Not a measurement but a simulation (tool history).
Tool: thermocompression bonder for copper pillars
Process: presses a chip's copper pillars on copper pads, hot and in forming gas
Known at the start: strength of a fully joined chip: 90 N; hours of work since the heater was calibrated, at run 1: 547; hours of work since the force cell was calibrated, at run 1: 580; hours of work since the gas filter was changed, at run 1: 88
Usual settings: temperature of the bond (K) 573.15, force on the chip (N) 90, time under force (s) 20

run     day  temperature of the bond (K)  force on the chip (N)  time under force (s)  hours of work since the heater was calibrated  hours of work since the force cell was calibrated  hours of work since the gas filter was changed  force that shears a chip off (N)
  1   0.000                       573.15                     90                    20                                            547                                                580                                              88                              46.7
  2   2.208                       561.15                     90                    20                                            571                                                605                                             112                              39.9
  3   3.725                       573.15                     90                    20                                            588                                                621                                             129                              46.3
  4   4.696                       573.15                     90                    20                                            599                                                632                                             139                              46.4
  5   6.683                       573.15                     90                    20                                            621                                                654                                             161                              46.0
  6   7.958                       545.15                     90                    20                                            635                                                668                                             175                              32.0
  7   9.667                       569.15                     90                    20                                            653                                                686                                             194                              44.1
  8  11.746                       574.15                     90                    20                                            676                                                709                                             217                              46.3
     13.342  -- forming gas filter changed
  9  13.738                       573.15                    124                    20                                            698                                                731                                               4                              55.7
 10  15.025                       573.15                     90                    20                                            712                                                745                                              18                              47.8
 11  16.267                       573.15                     90                    20                                            725                                                758                                              32                              47.7
 12  17.908                       573.15                     90                    20                                            743                                                776                                              50                              47.3
 13  19.771                       573.15                     90                    20                                            764                                                797                                              70                              47.3
 14  22.012                       543.15                     90                    20                                            788                                                821                                              95                              32.1
 15  23.150                       543.15                     90                    20                                            801                                                834                                             108                              31.9
 16  25.367                       555.15                     73                    19                                            825                                                858                                             132                              32.5
 17  27.183                       551.15                     61                    25                                            845                                                878                                             152                              30.7
 18  28.088                       582.15                     89                    29                                            855                                                888                                             162                              57.0
 19  29.500                       569.15                     57                    12                                            871                                                904                                             177                              28.2
 20  30.692                       569.15                     55                    14                                            884                                                917                                             190                              29.6
 21  31.988                       563.15                     90                    24                                            898                                                931                                             204                              44.0
 22  34.129                       573.15                     56                    33                                            921                                                954                                             228                              42.4
     34.654  -- forming gas filter changed
 23  35.292                       579.15                     58                    11                                            934                                                967                                               7                              32.5
 24  37.088                       579.15                    128                    39                                            953                                                987                                              27                              70.5
 25  38.104                       569.15                     90                    20                                            965                                                998                                              38                              46.3
 26  39.612                       570.15                     75                    58                                            981                                               1014                                              54                              59.5
 27  40.662                       587.15                     64                    20                                            993                                               1026                                              66                              46.8

Forecast each of these 5 alternatives for the next run:
  A  41.575                       557.15                    122                    27                                           1003                                               1036                                              76                                 ?
  B  41.575                       552.15                    118                    20                                           1003                                               1036                                              76                                 ?
  C  41.575                       594.15                     77                    20                                           1003                                               1036                                              76                                 ?
  D  41.575                       577.15                     90                    20                                           1003                                               1036                                              76                                 ?
  E  41.575                       587.15                     73                    53                                           1003                                               1036                                              76                                 ?

run  force that shears a chip off (N)
  A                              51.6
  B                              43.4
  C                              55.0
  D                              50.3
  E                              65.8
Without the tool's hidden state the same runs would have given:
run  force that shears a chip off (N)
  A                              48.3
  B                              40.2
  C                              52.1
  D                              47.3
  E                              63.2
